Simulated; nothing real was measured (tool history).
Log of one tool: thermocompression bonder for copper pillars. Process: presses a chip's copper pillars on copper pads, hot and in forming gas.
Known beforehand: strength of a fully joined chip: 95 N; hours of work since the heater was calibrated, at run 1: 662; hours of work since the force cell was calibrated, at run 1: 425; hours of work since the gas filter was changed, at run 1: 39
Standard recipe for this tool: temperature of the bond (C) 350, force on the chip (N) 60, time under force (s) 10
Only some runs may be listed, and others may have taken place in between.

run   hour  temperature of the bond (C)  force on the chip (N)  time under force (s)  hours of work since the heater was calibrated  hours of work since the force cell was calibrated  hours of work since the gas filter was changed  force that shears a chip off (N)
  1    0.0                          350                     60                    10                                            662                                                425                                              39                              49.9
  2   23.9                          350                     60                    10                                            680                                                443                                              57                              50.2
  3   45.4                          350                     60                    10                                            696                                                459                                              73                              49.4
  4   69.8                          350                     43                    10                                            714                                                477                                              91                              36.4
  5   90.0                          350                     43                    10                                            729                                                492                                             106                              37.1
     102.2  -- heater calibrated with a thermocouple chip
  6  107.0                          350                     43                    10                                              4                                                504                                             117                              36.6
  7  125.9                          350                     60                    12                                             18                                                518                                             132                              52.9
  8  137.6                          350                     60                    12                                             26                                                526                                             140                              53.4
  9  159.4                          350                     60                    12                                             43                                                543                                             157                              53.9
 10  169.7                          350                     60                    10                                             50                                                550                                             164                              49.6
 11  181.8                          350                     42                    10                                             59                                                559                                             173                              36.0
 12  197.5                          373                     60                    10                                             71                                                571                                             185                              61.4
 13  217.8                          373                     60                    10                                             86                                                586                                             200                              60.8
 14  242.1                          331                     76                    12                                            104                                                604                                             218                              52.8
 15  252.5                          360                     79                    19                                            112                                                612                                             226                              77.2
 16  262.6                          350                     89                    20                                            120                                                620                                             233                              78.0
 17  281.0                          348                     53                    22                                            133                                                633                                             247                              56.8
 18  291.2                          348                     53                    22                                            141                                                641                                             255                              56.8
 19  311.4                          365                     83                    22                                            156                                                656                                             270                              82.7
 20  327.7                          372                     60                     6                                            168                                                668                                             282                              51.9
 21  338.1                          372                     60                     6                                            176                                                676                                             290                              52.4
 22  355.1                          373                     39                     8                                            188                                                688                                             302                              39.3
 23  366.2                          373                     39                     8                                            197                                                697                                             311                              40.1
 24  386.3                          371                     60                    18                                            212                                                712                                             326                              69.8
 25  400.6                          375                     73                    20                                            222                                                722                                             336                              81.0
 26  424.1                          339                     51                    13                                            240                                                740                                             354                              41.5

Hidden state at the last listed run before each entry between runs and at the first one after, where it differs:
Run 5 -> run 6: heater calibrated with a thermocouple chip (hour 102.2)
  true temperature of the bond over the reading, C: -0.5 -> -0.1

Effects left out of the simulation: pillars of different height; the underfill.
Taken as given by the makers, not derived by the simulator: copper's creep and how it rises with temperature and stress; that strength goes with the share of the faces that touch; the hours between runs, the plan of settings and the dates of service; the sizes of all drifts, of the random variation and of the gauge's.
